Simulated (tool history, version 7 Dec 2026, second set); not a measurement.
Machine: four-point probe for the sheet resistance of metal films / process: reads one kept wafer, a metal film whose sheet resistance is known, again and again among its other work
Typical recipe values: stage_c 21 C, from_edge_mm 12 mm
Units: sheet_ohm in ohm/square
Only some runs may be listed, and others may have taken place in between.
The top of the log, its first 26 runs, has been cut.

run,hour,stage_c,from_edge_mm,sheet_ohm
27,543.2,33,5,0.065219
28,560.0,19,12,0.064909
29,573.3,22,32,0.064830
30,603.0,22,32,0.064841
31,618.5,19,17,0.064844
32,646.1,22,12,0.064884
33,659.0,22,72,0.064801
34,673.4,29,9,0.064920
35,687.3,29,9,0.064918
36,715.1,32,11,0.064885
37,736.9,32,11,0.064895
38,758.8,32,11,0.064891
39,780.3,32,11,0.064865
40,800.4,20,9,0.064880
41,820.4,26,4,0.065295
42,844.3,20,15,0.064771
43,868.3,19,20,0.064736
44,888.6,25,7,0.064918
45,913.3,21,69,0.064708
46,932.2,28,69,0.064729

3 ways to go on from here, each from the tool as it stands after run 46. What would each give?
A,956.9,27,26,?
B,956.9,24,15,?
C,956.9,30,52,?

run,sheet_ohm
A,0.064739
B,0.064738
C,0.064729
What these runs would have given with no unlogged condition in the tool:
run,sheet_ohm
A,0.065433
B,0.065432
C,0.065423
